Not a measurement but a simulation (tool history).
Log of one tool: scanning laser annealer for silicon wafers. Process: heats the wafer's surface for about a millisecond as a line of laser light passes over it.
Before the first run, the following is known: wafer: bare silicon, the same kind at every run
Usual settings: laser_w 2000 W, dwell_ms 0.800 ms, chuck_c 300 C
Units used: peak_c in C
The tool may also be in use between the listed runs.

run 1 hour=0.0 | laser_w=2000 dwell_ms=0.800 chuck_c=300 | peak_c=1130
run 2 hour=15.4 | laser_w=2000 dwell_ms=0.800 chuck_c=301 | peak_c=1129
run 3 hour=31.5 | laser_w=2000 dwell_ms=0.664 chuck_c=301 | peak_c=1052
run 4 hour=42.1 | laser_w=2000 dwell_ms=0.645 chuck_c=300 | peak_c=1036
run 5 hour=59.2 | laser_w=2000 dwell_ms=0.860 chuck_c=300 | peak_c=1156
run 6 hour=74.4 | laser_w=2000 dwell_ms=0.860 chuck_c=300 | peak_c=1159
-- hour=80.9 optics aligned, line set to its width
run 7 hour=95.1 | laser_w=2000 dwell_ms=0.902 chuck_c=300 | peak_c=1178
run 8 hour=110.7 | laser_w=2000 dwell_ms=0.757 chuck_c=300 | peak_c=1101
run 9 hour=121.8 | laser_w=2000 dwell_ms=0.757 chuck_c=300 | peak_c=1100
run 10 hour=132.3 | laser_w=2000 dwell_ms=0.757 chuck_c=300 | peak_c=1098
run 11 hour=140.3 | laser_w=1706 dwell_ms=0.800 chuck_c=322 | peak_c=1031
-- hour=150.8 optics aligned, line set to its width, once more
run 12 hour=153.4 | laser_w=1706 dwell_ms=0.800 chuck_c=322 | peak_c=1038
run 13 hour=161.5 | laser_w=1706 dwell_ms=0.800 chuck_c=322 | peak_c=1037
run 14 hour=171.1 | laser_w=1717 dwell_ms=0.822 chuck_c=335 | peak_c=1066
run 15 hour=188.5 | laser_w=2050 dwell_ms=0.665 chuck_c=300 | peak_c=1066
run 16 hour=196.0 | laser_w=2000 dwell_ms=0.800 chuck_c=287 | peak_c=1117
run 17 hour=211.3 | laser_w=2000 dwell_ms=0.800 chuck_c=287 | peak_c=1115
run 18 hour=226.3 | laser_w=2187 dwell_ms=0.990 chuck_c=260 | peak_c=1269
run 19 hour=240.1 | laser_w=2187 dwell_ms=0.990 chuck_c=260 | peak_c=1270
run 20 hour=251.6 | laser_w=2187 dwell_ms=0.990 chuck_c=260 | peak_c=1268

Below are 4 alternative next runs, each starting from the tool's condition after run 20. Predict each:
run A hour=264.4 | laser_w=2193 dwell_ms=0.761 chuck_c=260 | peak_c=?
run B hour=264.4 | laser_w=2047 dwell_ms=0.990 chuck_c=260 | peak_c=?
run C hour=264.4 | laser_w=1912 dwell_ms=0.643 chuck_c=287 | peak_c=?
run D hour=264.4 | laser_w=2187 dwell_ms=0.990 chuck_c=266 | peak_c=?

run=A peak_c=1134
run=B peak_c=1208
run=C peak_c=993
run=D peak_c=1278
Without the tool's unlogged condition, the same runs would have read:
run=A peak_c=1140
run=B peak_c=1214
run=C peak_c=998
run=D peak_c=1284
